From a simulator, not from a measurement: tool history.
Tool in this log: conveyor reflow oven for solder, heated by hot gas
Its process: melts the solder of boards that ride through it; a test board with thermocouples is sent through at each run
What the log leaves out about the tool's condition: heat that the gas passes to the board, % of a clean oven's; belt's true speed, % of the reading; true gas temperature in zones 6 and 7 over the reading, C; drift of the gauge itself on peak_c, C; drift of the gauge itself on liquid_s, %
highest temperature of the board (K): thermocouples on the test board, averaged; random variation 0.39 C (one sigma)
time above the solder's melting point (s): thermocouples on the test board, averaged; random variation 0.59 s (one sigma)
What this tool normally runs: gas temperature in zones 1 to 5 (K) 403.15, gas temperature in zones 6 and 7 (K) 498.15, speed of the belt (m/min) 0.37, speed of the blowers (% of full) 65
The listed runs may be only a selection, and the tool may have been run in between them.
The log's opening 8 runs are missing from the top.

run	day	gas temperature in zones 1 to 5 (K)	gas temperature in zones 6 and 7 (K)	speed of the belt (m/min)	speed of the blowers (% of full)	hours of work since the flux was cleaned out	hours of work since the belt drive was overhauled	hours of work since the thermocouples were changed	highest temperature of the board (K)	time above the solder's melting point (s)
9	6.679	403.15	498.15	0.387	65	230	622	296	472.75	42.5
10	7.712	403.15	498.15	0.37	65	247	639	313	474.65	47.3
11	8.438	403.15	498.15	0.37	65	259	651	325	473.95	47.3
12	9.242	403.15	498.15	0.37	65	272	664	338	474.45	46.7
13	10.371	403.15	498.15	0.37	65	291	683	357	473.95	46
14	11.242	403.15	498.15	0.37	65	305	697	371	473.85	46.6
15	11.988	403.15	498.15	0.37	65	318	710	383	472.85	45.9
16	12.579	403.15	498.15	0.37	65	328	719	393	473.95	46
17	13.142	403.15	498.15	0.37	65	337	729	402	472.75	44.7
18	13.733	418.15	509.15	0.439	58	347	738	412	476.25	43.5
# day 14.529: flux residue cleaned out of gas plates and filters
19	15.033	418.15	509.15	0.311	81	8	756	430	497.55	99.8
20	16.017	396.15	503.15	0.359	54	25	773	447	475.45	47.8
21	16.842	403.15	490.15	0.37	87	38	786	460	475.35	52
22	17.608	388.15	490.15	0.395	76	51	799	473	467.35	28.3
23	18.333	398.15	507.15	0.432	65	63	811	485	474.85	40.2
24	19.112	403.15	495.15	0.44	65	76	824	498	466.95	25.9
25	19.717	400.15	512.15	0.402	51	86	834	508	475.95	42.2
26	20.554	407.15	509.15	0.38	60	99	847	521	482.25	57.9
27	21.667	403.15	498.15	0.309	65	118	866	540	481.05	71.3
28	22.554	403.15	498.15	0.309	65	132	880	554	480.95	71.4
29	23.417	415.15	504.15	0.396	75	147	895	569	482.65	62.2
30	24.029	406.15	493.15	0.392	87	157	905	579	475.05	49.6

4 ways to go on from here, each from the tool as it stands after run 30. What would each give?
A	25.108	407.15	493.15	0.401	60	175	923	597	?	?
B	25.108	406.15	493.15	0.398	87	175	923	597	?	?
C	25.108	417.15	509.15	0.352	65	175	923	597	?	?
D	25.108	417.15	493.15	0.336	85	175	923	597	?	?

run	highest temperature of the board (K)	time above the solder's melting point (s)
A	466.85	29.4
B	474.25	47.4
C	487.65	77.8
D	480.15	74.7
What these runs would have given with no unlogged condition in the tool:
run	highest temperature of the board (K)	time above the solder's melting point (s)
A	470.15	36.3
B	478.05	53.1
C	491.05	81.1
D	483.45	79.1

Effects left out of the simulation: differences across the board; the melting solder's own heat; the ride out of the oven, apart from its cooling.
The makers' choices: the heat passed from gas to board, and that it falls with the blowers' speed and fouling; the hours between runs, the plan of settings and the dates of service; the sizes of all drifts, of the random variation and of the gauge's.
